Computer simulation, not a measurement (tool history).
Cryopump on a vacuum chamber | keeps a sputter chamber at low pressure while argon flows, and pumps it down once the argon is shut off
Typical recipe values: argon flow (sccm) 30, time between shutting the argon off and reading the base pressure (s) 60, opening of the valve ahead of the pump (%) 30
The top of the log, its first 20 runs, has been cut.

| run | hour | argon flow (sccm) | time between shutting the argon off and reading the base pressure (s) | opening of the valve ahead of the pump (%) | hours of work since the pump was warmed up and emptied | hours of work since the cold head was overhauled | hours of work since the chamber's fittings were tightened | pressure while argon flows (Pa) | pressure after the wait (uPa) |
|---|---|---|---|---|---|---|---|---|---|
| 21 | 1077.1 | 52 | 84 | 35 | 181 | 2318 | 867 | 0.2063 | 1.49 |
| 22 | 1148.5 | 52 | 84 | 35 | 221 | 2358 | 907 | 0.2084 | 1.53 |
| 23 | 1221.9 | 52 | 84 | 35 | 262 | 2400 | 948 | 0.2075 | 1.56 |
| 24 | 1262.9 | 30 | 60 | 18 | 285 | 2423 | 971 | 0.2299 | 1.91 |
| 25 | 1316.4 | 30 | 60 | 18 | 315 | 2453 | 1001 | 0.2319 | 1.91 |
| 26 | 1358.5 | 30 | 60 | 27 | 339 | 2476 | 1025 | 0.1546 | 1.88 |
| 27 | 1399.3 | 23 | 30 | 30 | 361 | 2499 | 1048 | 0.1059 | 3.08 |
| 28 | 1449.1 | 16 | 133 | 24 | 389 | 2527 | 1076 | 0.0936 | 1.33 |
| 29 | 1509.8 | 16 | 133 | 24 | 424 | 2561 | 1110 | 0.0933 | 1.39 |
| 30 | 1577 | 46 | 133 | 23 | 461 | 2599 | 1148 | 0.2791 | 1.37 |
| 31 | 1630.6 | 30 | 72 | 27 | 491 | 2629 | 1178 | 0.1565 | 1.85 |
| 32 | 1707.2 | 30 | 72 | 27 | 534 | 2672 | 1221 | 0.157 | 1.9 |
| 33 | 1752.3 | 16 | 72 | 40 | 560 | 2698 | 1246 | 0.0575 | 1.85 |
| 34 | 1820 | 16 | 72 | 40 | 598 | 2736 | 1284 | 0.0581 | 1.95 |

Consider 3 possible next runs. They are alternatives, not a sequence: every one starts from the tool as it was left by run 34. What does each give?
| A | 1856.1 | 16 | 41 | 42 | 618 | 2756 | 1304 | ? | ? |
| B | 1856.1 | 20 | 72 | 40 | 618 | 2756 | 1304 | ? | ? |
| C | 1856.1 | 16 | 218 | 40 | 618 | 2756 | 1304 | ? | ? |

| run | pressure while argon flows (Pa) | pressure after the wait (uPa) |
|---|---|---|
| A | 0.0563 | 2.68 |
| B | 0.0727 | 1.97 |
| C | 0.058 | 1.31 |
Without the tool's hidden state the same runs would have given:
| run | pressure while argon flows (Pa) | pressure after the wait (uPa) |
|---|---|---|
| A | 0.0523 | 1.94 |
| B | 0.0676 | 1.22 |
| C | 0.054 | 0.56 |
